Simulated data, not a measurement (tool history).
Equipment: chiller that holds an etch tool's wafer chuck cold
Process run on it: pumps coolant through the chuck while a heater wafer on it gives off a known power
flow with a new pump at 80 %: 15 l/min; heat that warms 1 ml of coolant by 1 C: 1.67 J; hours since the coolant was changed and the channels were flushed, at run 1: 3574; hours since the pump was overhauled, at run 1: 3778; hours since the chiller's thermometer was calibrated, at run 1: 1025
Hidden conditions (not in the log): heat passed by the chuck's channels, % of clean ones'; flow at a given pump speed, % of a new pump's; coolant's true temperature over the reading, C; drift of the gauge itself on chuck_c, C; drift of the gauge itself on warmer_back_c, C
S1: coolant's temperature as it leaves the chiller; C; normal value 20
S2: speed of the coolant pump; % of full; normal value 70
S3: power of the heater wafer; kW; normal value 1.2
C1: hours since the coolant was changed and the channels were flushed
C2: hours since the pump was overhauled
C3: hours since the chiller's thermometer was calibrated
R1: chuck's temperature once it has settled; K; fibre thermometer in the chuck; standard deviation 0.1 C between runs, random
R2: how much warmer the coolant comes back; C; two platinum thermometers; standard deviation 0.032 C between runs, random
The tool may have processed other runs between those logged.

run 1 hour=0 | S1=20 S2=70 S3=1.2 | C1=3574 C2=3778 C3=1025 | R1=302.25 R2=3.28
run 2 hour=78.6 | S1=20 S2=70 S3=0.768 | C1=3653 C2=3857 C3=1103 | R1=299.05 R2=2.15
run 3 hour=170.7 | S1=20 S2=70 S3=0.768 | C1=3745 C2=3949 C3=1195 | R1=298.95 R2=2.12
run 4 hour=243.1 | S1=20 S2=71 S3=1.2 | C1=3817 C2=4021 C3=1268 | R1=302.15 R2=3.22
-- hour=288.2 coolant changed, channels flushed
run 5 hour=360.8 | S1=20 S2=71 S3=1.2 | C1=73 C2=4133 C3=1379 | R1=302.15 R2=3.18
run 6 hour=502.2 | S1=20 S2=71 S3=1.2 | C1=214 C2=4274 C3=1521 | R1=302.15 R2=3.23
run 7 hour=611.7 | S1=13 S2=71 S3=1.2 | C1=324 C2=4384 C3=1630 | R1=295.25 R2=3.2
run 8 hour=709.8 | S1=13 S2=71 S3=1.2 | C1=422 C2=4482 C3=1728 | R1=295.15 R2=3.22
run 9 hour=835.6 | S1=13 S2=71 S3=1.2 | C1=547 C2=4608 C3=1854 | R1=294.85 R2=3.21
run 10 hour=1009.5 | S1=13 S2=71 S3=1.2 | C1=721 C2=4782 C3=2028 | R1=295.05 R2=3.2
run 11 hour=1157.7 | S1=20 S2=70 S3=1.534 | C1=870 C2=4930 C3=2176 | R1=304.65 R2=4.19
run 12 hour=1325.3 | S1=20 S2=70 S3=1.534 | C1=1037 C2=5097 C3=2344 | R1=304.65 R2=4.22
-- hour=1457.9 chiller's thermometer calibrated
run 13 hour=1498.9 | S1=20 S2=70 S3=1.534 | C1=1210 C2=5270 C3=41 | R1=304.55 R2=4.23
run 14 hour=1665.1 | S1=20 S2=70 S3=1.2 | C1=1376 C2=5436 C3=207 | R1=302.25 R2=3.21
run 15 hour=1747.4 | S1=20 S2=70 S3=1.2 | C1=1458 C2=5519 C3=289 | R1=302.15 R2=3.22
run 16 hour=1913.7 | S1=20 S2=70 S3=1.203 | C1=1625 C2=5685 C3=456 | R1=302.25 R2=3.32
run 17 hour=2020.2 | S1=20 S2=70 S3=1.203 | C1=1731 C2=5791 C3=562 | R1=302.25 R2=3.27
run 18 hour=2119.2 | S1=11 S2=66 S3=0.938 | C1=1830 C2=5890 C3=661 | R1=291.55 R2=2.68
run 19 hour=2240.2 | S1=23 S2=82 S3=1.281 | C1=1951 C2=6011 C3=782 | R1=304.75 R2=2.95
run 20 hour=2406.5 | S1=16 S2=72 S3=0.654 | C1=2117 C2=6178 C3=949 | R1=294.05 R2=1.67
run 21 hour=2552.7 | S1=11 S2=92 S3=1.2 | C1=2264 C2=6324 C3=1095 | R1=291.45 R2=2.49
run 22 hour=2678.4 | S1=11 S2=92 S3=1.2 | C1=2389 C2=6450 C3=1220 | R1=291.55 R2=2.43
run 23 hour=2837.2 | S1=18 S2=92 S3=1.2 | C1=2548 C2=6608 C3=1379 | R1=298.55 R2=2.55
run 24 hour=2911.4 | S1=21 S2=79 S3=1.401 | C1=2622 C2=6683 C3=1453 | R1=303.65 R2=3.37
run 25 hour=3025.1 | S1=20 S2=74 S3=1.2 | C1=2736 C2=6796 C3=1567 | R1=301.75 R2=3.09
run 26 hour=3181 | S1=18 S2=70 S3=1.394 | C1=2892 C2=6952 C3=1723 | R1=301.85 R2=3.79
run 27 hour=3317.3 | S1=18 S2=70 S3=1.394 | C1=3028 C2=7088 C3=1859 | R1=301.55 R2=3.77
run 28 hour=3448.5 | S1=18 S2=75 S3=1.394 | C1=3159 C2=7220 C3=1991 | R1=301.05 R2=3.63
run 29 hour=3611.6 | S1=25 S2=70 S3=1.2 | C1=3322 C2=7383 C3=2154 | R1=307.25 R2=3.31
run 30 hour=3741.8 | S1=25 S2=70 S3=1.2 | C1=3453 C2=7513 C3=2284 | R1=307.15 R2=3.31
run 31 hour=3914 | S1=17 S2=72 S3=0.827 | C1=3625 C2=7685 C3=2456 | R1=296.25 R2=2.17
-- hour=3923.5 chiller's thermometer calibrated
-- hour=3957.9 coolant pump overhauled
run 32 hour=4090.3 | S1=17 S2=72 S3=0.827 | C1=3795 C2=132 C3=162 | R1=296.25 R2=2.19
-- hour=4169.7 coolant changed, channels flushed
run 33 hour=4192.7 | S1=17 S2=72 S3=0.827 | C1=23 C2=229 C3=258 | R1=296.25 R2=2.13

Below are 3 alternative next runs, each starting from the tool's condition after run 33. Predict each:
run A hour=4347.6 | S1=28 S2=99 S3=1.008 | C1=178 C2=384 C3=413 | R1=? R2=?
run B hour=4347.6 | S1=28 S2=87 S3=1.505 | C1=178 C2=384 C3=413 | R1=? R2=?
run C hour=4347.6 | S1=25 S2=72 S3=0.71 | C1=178 C2=384 C3=413 | R1=? R2=?

run=A R1=306.85 R2=1.94
run=B R1=310.85 R2=3.38
run=C R1=303.35 R2=1.88
The same runs, with their run-to-run variation unchanged, on a tool lacking any hidden condition would have given:
run=A R1=306.85 R2=1.94
run=B R1=310.85 R2=3.38
run=C R1=303.35 R2=1.88
